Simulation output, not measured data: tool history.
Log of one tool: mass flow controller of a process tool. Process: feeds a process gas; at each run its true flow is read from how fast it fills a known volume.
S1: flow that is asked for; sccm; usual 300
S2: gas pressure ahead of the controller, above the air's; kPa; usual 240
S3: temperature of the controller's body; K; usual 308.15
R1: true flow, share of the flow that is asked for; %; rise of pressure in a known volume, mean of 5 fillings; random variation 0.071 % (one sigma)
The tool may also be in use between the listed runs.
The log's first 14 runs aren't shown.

run    hour   S1   S2      S3     R1
 15  1830.1  300  252  298.15  97.98
 16  2010.2  300  252  298.15  97.91
 17  2213.6  300  252  298.15  97.87
 18  2375.5  300  249  308.15  98.76
 19  2562.5  300  249  308.15  98.78
 20  2669.2  643  240  298.15  98.29
 21  2842.3  948  240  303.15  99.66
 22  3043.4  318  144  300.15  96.98
 23  3142.3  300  190  294.15  96.63
 24  3329.5  300  154  301.15     97
 25  3496.7  265  154  305.15  97.43
 26  3669.5  265  154  305.15  97.14
 27  3848.3  543  154  305.15   97.9
 28  3971.2  543  154  305.15  97.86
 29  4150.8  643  224  294.15  97.34
 30    4240  203  240  305.15  97.51
 31  4340.3  203  214  305.15  97.22
 32  4431.1  300  171  301.15   96.7
 33  4606.4  938  142  308.15  98.64
 34    4801  938  252  300.15  98.73
 35  4995.2  300  254  301.15  97.09
       5021  -- gauge calibrated
 36  5138.8  300  254  301.15  99.01
 37    5231  346  153  308.15  99.04
 38  5394.5  320  240  308.15  99.58

Forecast each of these 5 alternatives for the next run:
  A  5483.2  107  228  313.15   ?
  B  5483.2  133  240  308.15   ?
  C  5483.2  167  236  311.15   ?
  D  5483.2  392  162  308.15   ?
  E  5483.2  371  150  296.15   ?

run     R1
  A  99.63
  B  99.07
  C  99.63
  D  99.23
  E  97.68
Without the tool's hidden state the same runs would have given:
run     R1
  A  99.79
  B  99.24
  C   99.8
  D  99.41
  E  97.86
